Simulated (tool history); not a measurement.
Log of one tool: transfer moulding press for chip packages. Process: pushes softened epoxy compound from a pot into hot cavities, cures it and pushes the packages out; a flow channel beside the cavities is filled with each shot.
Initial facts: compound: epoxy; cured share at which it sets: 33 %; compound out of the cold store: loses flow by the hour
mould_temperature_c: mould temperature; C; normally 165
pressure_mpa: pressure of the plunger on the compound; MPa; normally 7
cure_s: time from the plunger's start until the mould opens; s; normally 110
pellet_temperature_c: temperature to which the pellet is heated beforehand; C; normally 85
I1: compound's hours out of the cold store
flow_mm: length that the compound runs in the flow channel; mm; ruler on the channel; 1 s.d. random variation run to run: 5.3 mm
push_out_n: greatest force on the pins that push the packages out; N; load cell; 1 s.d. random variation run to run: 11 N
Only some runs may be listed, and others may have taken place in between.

run 1 hour=0 | mould_temperature_c=165 pressure_mpa=7 cure_s=110 pellet_temperature_c=85 | I1=39.5 | flow_mm=478 push_out_n=556
run 2 hour=10.3 | mould_temperature_c=165 pressure_mpa=7 cure_s=110 pellet_temperature_c=85 | I1=28.3 | flow_mm=520 push_out_n=605
run 3 hour=17 | mould_temperature_c=165 pressure_mpa=7 cure_s=110 pellet_temperature_c=85 | I1=34.3 | flow_mm=495 push_out_n=662
run 4 hour=30 | mould_temperature_c=167 pressure_mpa=7 cure_s=110 pellet_temperature_c=85 | I1=14.1 | flow_mm=570 push_out_n=713
run 5 hour=36.5 | mould_temperature_c=168 pressure_mpa=7 cure_s=110 pellet_temperature_c=85 | I1=14.8 | flow_mm=560 push_out_n=679
run 6 hour=42.4 | mould_temperature_c=168 pressure_mpa=7 cure_s=110 pellet_temperature_c=85 | I1=14.8 | flow_mm=569 push_out_n=711
run 7 hour=52.5 | mould_temperature_c=168 pressure_mpa=7 cure_s=110 pellet_temperature_c=85 | I1=40.4 | flow_mm=471 push_out_n=709
-- hour=55.9 cavities cleaned with cleaning compound and waxed
run 8 hour=61.6 | mould_temperature_c=168 pressure_mpa=7 cure_s=122 pellet_temperature_c=85 | I1=17.7 | flow_mm=554 push_out_n=448
run 9 hour=68.9 | mould_temperature_c=168 pressure_mpa=7 cure_s=122 pellet_temperature_c=85 | I1=15.5 | flow_mm=559 push_out_n=477
run 10 hour=75.9 | mould_temperature_c=168 pressure_mpa=7 cure_s=122 pellet_temperature_c=82 | I1=39.1 | flow_mm=478 push_out_n=509
run 11 hour=84 | mould_temperature_c=168 pressure_mpa=7 cure_s=122 pellet_temperature_c=82 | I1=10.4 | flow_mm=585 push_out_n=565
run 12 hour=94.3 | mould_temperature_c=168 pressure_mpa=7 cure_s=122 pellet_temperature_c=82 | I1=45.3 | flow_mm=454 push_out_n=587
run 13 hour=104.6 | mould_temperature_c=168 pressure_mpa=7 cure_s=110 pellet_temperature_c=85 | I1=9.1 | flow_mm=578 push_out_n=664
run 14 hour=113.1 | mould_temperature_c=168 pressure_mpa=7 cure_s=110 pellet_temperature_c=85 | I1=37.9 | flow_mm=465 push_out_n=669
-- hour=119.9 cavities cleaned with cleaning compound and waxed
run 15 hour=125 | mould_temperature_c=168 pressure_mpa=7 cure_s=110 pellet_temperature_c=85 | I1=19.4 | flow_mm=548 push_out_n=473
-- hour=128.9 plunger's sealing rings changed
run 16 hour=140.1 | mould_temperature_c=168 pressure_mpa=5.54 cure_s=110 pellet_temperature_c=85 | I1=17.7 | flow_mm=538 push_out_n=554
run 17 hour=149.4 | mould_temperature_c=165 pressure_mpa=5.3 cure_s=110 pellet_temperature_c=87 | I1=28.4 | flow_mm=478 push_out_n=640
run 18 hour=160.8 | mould_temperature_c=165 pressure_mpa=6.51 cure_s=110 pellet_temperature_c=87 | I1=45.2 | flow_mm=470 push_out_n=658
run 19 hour=172.8 | mould_temperature_c=165 pressure_mpa=6.51 cure_s=110 pellet_temperature_c=87 | I1=26.7 | flow_mm=542 push_out_n=742
run 20 hour=180.8 | mould_temperature_c=164 pressure_mpa=5.51 cure_s=137 pellet_temperature_c=88 | I1=36.6 | flow_mm=466 push_out_n=612
-- hour=187 cavities cleaned with cleaning compound and waxed
run 21 hour=190.7 | mould_temperature_c=157 pressure_mpa=5.51 cure_s=137 pellet_temperature_c=88 | I1=18.8 | flow_mm=535 push_out_n=590
run 22 hour=197.5 | mould_temperature_c=164 pressure_mpa=5.51 cure_s=136 pellet_temperature_c=77 | I1=40.8 | flow_mm=450 push_out_n=506
run 23 hour=204.3 | mould_temperature_c=166 pressure_mpa=7 cure_s=111 pellet_temperature_c=85 | I1=20.7 | flow_mm=578 push_out_n=592
run 24 hour=211.9 | mould_temperature_c=165 pressure_mpa=8.47 cure_s=130 pellet_temperature_c=90 | I1=28 | flow_mm=598 push_out_n=545
run 25 hour=223.1 | mould_temperature_c=165 pressure_mpa=8.47 cure_s=130 pellet_temperature_c=90 | I1=41.9 | flow_mm=536 push_out_n=590
run 26 hour=230.5 | mould_temperature_c=165 pressure_mpa=8.47 cure_s=130 pellet_temperature_c=90 | I1=15.7 | flow_mm=652 push_out_n=605
-- hour=234.6 mould's thermocouples calibrated
run 27 hour=245.3 | mould_temperature_c=165 pressure_mpa=8.47 cure_s=130 pellet_temperature_c=79 | I1=16.4 | flow_mm=648 push_out_n=666
-- hour=252.9 cavities cleaned with cleaning compound and waxed
run 28 hour=258.6 | mould_temperature_c=165 pressure_mpa=8.47 cure_s=130 pellet_temperature_c=79 | I1=34.5 | flow_mm=569 push_out_n=461
run 29 hour=269.2 | mould_temperature_c=165 pressure_mpa=8.47 cure_s=130 pellet_temperature_c=79 | I1=43.6 | flow_mm=548 push_out_n=500

Forecast each of these 3 alternatives for the next run:
run A hour=277.2 | mould_temperature_c=168 pressure_mpa=7.31 cure_s=130 pellet_temperature_c=79 | I1=37.2 | flow_mm=? push_out_n=?
run B hour=277.2 | mould_temperature_c=165 pressure_mpa=8.5 cure_s=131 pellet_temperature_c=76 | I1=40.4 | flow_mm=? push_out_n=?
run C hour=277.2 | mould_temperature_c=171 pressure_mpa=5.76 cure_s=110 pellet_temperature_c=94 | I1=17.3 | flow_mm=? push_out_n=?

run=A flow_mm=519 push_out_n=500
run=B flow_mm=557 push_out_n=539
run=C flow_mm=526 push_out_n=532
Without the tool's hidden state the same runs would have given:
run=A flow_mm=537 push_out_n=383
run=B flow_mm=576 push_out_n=411
run=C flow_mm=543 push_out_n=408
